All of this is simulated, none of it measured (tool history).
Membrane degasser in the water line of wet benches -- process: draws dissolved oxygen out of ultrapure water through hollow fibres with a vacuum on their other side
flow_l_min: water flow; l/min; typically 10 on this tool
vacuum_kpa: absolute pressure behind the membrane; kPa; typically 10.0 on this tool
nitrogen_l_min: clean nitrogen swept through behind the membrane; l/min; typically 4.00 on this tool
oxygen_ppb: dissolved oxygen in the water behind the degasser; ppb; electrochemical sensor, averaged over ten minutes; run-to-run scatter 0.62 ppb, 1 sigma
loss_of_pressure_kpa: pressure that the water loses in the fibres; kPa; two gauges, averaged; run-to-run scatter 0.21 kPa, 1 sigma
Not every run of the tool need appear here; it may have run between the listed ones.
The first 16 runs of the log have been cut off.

run    hour  flow_l_min  vacuum_kpa  nitrogen_l_min  oxygen_ppb  loss_of_pressure_kpa
 17   988.1          10        10.0            4.00        56.7                 47.45
 18  1043.5          10        12.3            3.10        87.0                 46.98
 19  1125.8           8         6.5            2.74        30.0                 37.90
 20  1180.1          15        21.3            2.74       293.7                 71.06
 21  1236.8          15        21.3            2.74       288.1                 71.47
 22  1299.5          15        21.3            2.74       287.7                 71.60
 23  1375.4           7        11.8           10.80        17.9                 33.08
 24  1420.1           7        11.8           10.80        17.1                 33.12
 25  1487.2           9        10.0            4.00        47.8                 42.97
 26  1554.1           9        22.4            4.00       116.6                 42.84
 27  1617.6           6         6.1            4.00        13.3                 28.48
 28  1667.1           6         6.1            4.00        12.9                 28.53
 29  1720.3          12         7.5            4.00        58.9                 56.91
 30  1768.0          12         7.5            2.82        71.7                 57.18
 31  1841.4           8         6.5            3.06        28.0                 38.02
 32  1921.6           8         6.5            3.06        28.3                 38.15

4 options for the next run, each taken on its own from the tool as it stands now. Forecast them:
  A  1992.3           8         6.5            2.11           ?                     ?
  B  1992.3           8         7.7            9.80           ?                     ?
  C  1992.3           8         9.9            2.67           ?                     ?
  D  1992.3          12        10.8            4.00           ?                     ?

run  oxygen_ppb  loss_of_pressure_kpa
  A        37.9                 37.99
  B        15.3                 38.34
  C        56.6                 38.04
  D        82.4                 57.31
Stripped of hidden state, with their random variation kept, the same runs would have yielded:
run  oxygen_ppb  loss_of_pressure_kpa
  A        36.0                 37.61
  B        14.5                 37.97
  C        54.2                 37.67
  D        79.3                 56.75

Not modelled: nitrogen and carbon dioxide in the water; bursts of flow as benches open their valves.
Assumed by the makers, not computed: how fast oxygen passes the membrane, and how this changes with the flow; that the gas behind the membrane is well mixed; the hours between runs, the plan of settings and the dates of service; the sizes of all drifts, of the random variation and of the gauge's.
